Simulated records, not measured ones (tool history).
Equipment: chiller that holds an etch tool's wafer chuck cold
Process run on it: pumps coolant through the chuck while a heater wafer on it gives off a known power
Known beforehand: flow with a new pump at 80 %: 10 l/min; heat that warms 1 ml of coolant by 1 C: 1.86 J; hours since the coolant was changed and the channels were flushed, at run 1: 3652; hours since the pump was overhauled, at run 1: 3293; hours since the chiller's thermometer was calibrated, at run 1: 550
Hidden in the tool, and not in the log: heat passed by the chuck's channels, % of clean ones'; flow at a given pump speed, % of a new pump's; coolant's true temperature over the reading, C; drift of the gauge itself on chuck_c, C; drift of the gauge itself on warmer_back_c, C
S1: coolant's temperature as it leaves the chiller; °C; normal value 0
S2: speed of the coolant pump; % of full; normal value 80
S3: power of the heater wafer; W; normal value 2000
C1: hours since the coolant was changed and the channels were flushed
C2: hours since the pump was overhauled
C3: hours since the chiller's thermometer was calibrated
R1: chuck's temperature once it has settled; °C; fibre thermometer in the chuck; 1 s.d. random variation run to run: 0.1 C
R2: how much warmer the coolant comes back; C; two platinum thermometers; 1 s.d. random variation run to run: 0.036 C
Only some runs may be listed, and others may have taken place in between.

run    hour  S1  S2    S3    C1    C2    C3    R1    R2
  1       0   0  80  2000  3652  3293   550  22.7  7.02
  2   104.9   0  80  2000  3757  3397   655  22.9  6.95
  3   181.1   0  80  1315  3833  3474   731  14.9  4.56
  4   285.8   0  80  1315  3938  3578   836  14.9  4.58
  5   378.3   0  80  1315  4031  3671   929  15.1  4.62
  6   479.8   0  74  2000  4132  3772  1030  24.4  7.64
  7     602   0  74  2000  4254  3895  1152  24.5  7.67
  8   662.5  -7  80  1336  4315  3955  1213   8.2  4.73
  9   739.6  -7  80  1020  4392  4032  1290     5  3.58
 10   797.4  -7  80  1020  4450  4090  1348   4.7  3.57
 11   879.8   6  63  1020  4532  4172  1430  20.3  4.71
      931.5  -- coolant changed, channels flushed
 12   981.5   0  94  1533    50  4268  1526  14.3  4.52
 13  1091.6  -9  75  1533   160  4378  1636     8  5.87
 14  1178.9  -9  75  1533   247  4465  1723     8  5.87

For each entry between runs, how does the tool's hidden state at the last listed run before it compare with that at the first listed run after it?
In the gap between runs 11 and 12: coolant changed, channels flushed (hour 931.5)
  heat passed by the chuck's channels, % of clean ones': 87 -> 99.5; flow at a given pump speed, % of a new pump's: 90.9 -> 90.7; coolant's true temperature over the reading, C: -0.1 -> -0.11
  measured value less the no-hidden-state value, R1: +2.3 -> +0.9 °C; R2: +0.43 -> +0.42 C
